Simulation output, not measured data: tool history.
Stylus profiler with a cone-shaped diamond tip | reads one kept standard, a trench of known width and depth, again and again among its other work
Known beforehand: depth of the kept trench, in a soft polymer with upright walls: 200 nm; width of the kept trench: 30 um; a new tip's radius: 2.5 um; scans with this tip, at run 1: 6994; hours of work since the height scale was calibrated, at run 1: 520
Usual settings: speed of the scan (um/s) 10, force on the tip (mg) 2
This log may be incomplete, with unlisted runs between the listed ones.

run,hour,speed of the scan (um/s),force on the tip (mg),scans with this tip,hours of work since the height scale was calibrated,depth of the trench (Å),width of the trench's floor (um)
1,0,10,2,6994,520,2025.3,28.03
2,10.3,10,2,7080,526,2026.8,28.02
3,23.3,10,2,7188,534,2026,27.97
4,37.7,10,2,7309,543,2026.6,27.95
5,50.6,10,2,7417,551,2025.6,27.95
6,66,10,4.14,7545,561,2042.5,28.05
7,83,10,4.14,7687,571,2042.6,27.95
8,93.8,10,4.14,7777,578,2042.2,27.92
9,103.8,10,4.14,7860,584,2040.4,28.01
10,121.3,10,5.44,8007,595,2050.7,27.97
11,137.8,10,3.97,8145,605,2041.5,27.99
12,154.8,10,3.97,8286,616,2040.1,28.01
13,165.3,10,3.97,8374,622,2039.4,27.95
14,176.3,10,3.97,8466,629,2040.3,27.96
15,195.9,4,1.24,8630,641,2018.5,28.01
16,215.6,7,1.11,8794,653,2016.1,27.95
17,233.4,7,1.11,8943,664,2018.6,28.01
18,249,10,4.09,9073,674,2041.3,27.96
19,265.2,4,2.27,9208,684,2026.8,28.02
20,279.2,4,2.27,9326,693,2027.7,27.97
21,298,4,2.27,9482,704,2028.1,27.98
22,310.1,36,0.98,9584,712,2016.3,27.84
23,329.7,36,0.98,9747,724,2015.4,27.77
24,343.6,2,1.32,9863,733,2020.7,27.98
25,352,11,3.17,9933,738,2034.5,28.04
26,364,22,1.97,10034,745,2027.1,27.9
# hour 379.3: new tip fitted, height scale calibrated
27,385.9,36,2,56,4,2024.9,27.96
28,395.3,3,0.82,134,10,2013.9,28.02

Consider 5 possible next runs. They are alternatives, not a sequence: every one starts from the tool as it was left by run 28. What does each give?
A,410.5,5,2.08,261,19,?,?
B,410.5,10,1.59,261,19,?,?
C,410.5,11,2,261,19,?,?
D,410.5,10,2.48,261,19,?,?
E,410.5,4,0.82,261,19,?,?

run,depth of the trench (Å),width of the trench's floor (um)
A,2025.3,28.04
B,2022.8,28.07
C,2025.8,28
D,2031.6,28.03
E,2012.9,28.04
Stripped of hidden state, with their random variation kept, the same runs would have yielded:
run,depth of the trench (Å),width of the trench's floor (um)
A,2025.3,28.04
B,2022.8,28.07
C,2025.8,28
D,2031.6,28.03
E,2012.9,28.04
